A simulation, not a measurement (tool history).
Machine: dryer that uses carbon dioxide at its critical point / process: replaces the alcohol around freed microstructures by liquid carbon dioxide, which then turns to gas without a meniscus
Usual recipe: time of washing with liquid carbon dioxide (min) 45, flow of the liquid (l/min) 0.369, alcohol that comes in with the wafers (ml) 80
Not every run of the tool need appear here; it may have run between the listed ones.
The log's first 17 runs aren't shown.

run    hour  time of washing with liquid carbon dioxide (min)  flow of the liquid (l/min)  alcohol that comes in with the wafers (ml)  hours of work since the filter was changed  hours of work since the purifier's bed was changed  alcohol left in the vessel before it's heated (ppm by volume)
 18   628.6                                                36                       0.568                                          27                                         257                                                 756                                                            107
 19   661.4                                                61                       0.568                                          27                                         272                                                 772                                                            105
 20   695.1                                                61                       0.568                                          27                                         289                                                 788                                                             99
 21   725.8                                                48                       0.251                                         103                                         304                                                 803                                                            875
 22   760.6                                                67                       0.369                                         101                                         320                                                 820                                                            111
 23   786.5                                                67                       0.370                                         101                                         333                                                 832                                                            113
 24   816.2                                                45                       0.369                                          32                                         347                                                 847                                                            154
 25   855.4                                                45                       0.229                                          68                                         366                                                 866                                                           1066
 26   893.2                                                45                       0.229                                          68                                         385                                                 884                                                           1121
 27   934.7                                                52                       0.355                                          68                                         405                                                 904                                                            180
 28   979.1                                                52                       0.371                                          68                                         426                                                 925                                                            168
 29  1020.1                                                52                       0.344                                          68                                         446                                                 945                                                            196
 30  1045.8                                                52                       0.398                                          68                                         458                                                 958                                                            147
 31  1090.1                                                28                       0.396                                          39                                         480                                                 979                                                            540

3 ways to go on from here, each from the tool as it stands after run 31. What would each give?
  A  1138.6                                                37                       0.362                                          80                                         503                                                1003                                                              ?
  B  1138.6                                                28                       0.290                                          39                                         503                                                1003                                                              ?
  C  1138.6                                                32                       0.510                                          80                                         503                                                1003                                                              ?

run  alcohol left in the vessel before it's heated (ppm by volume)
  A                                                            545
  B                                                           1396
  C                                                            271
Stripped of hidden state, with their random variation kept, the same runs would have yielded:
run  alcohol left in the vessel before it's heated (ppm by volume)
  A                                                            254
  B                                                            938
  C                                                             77
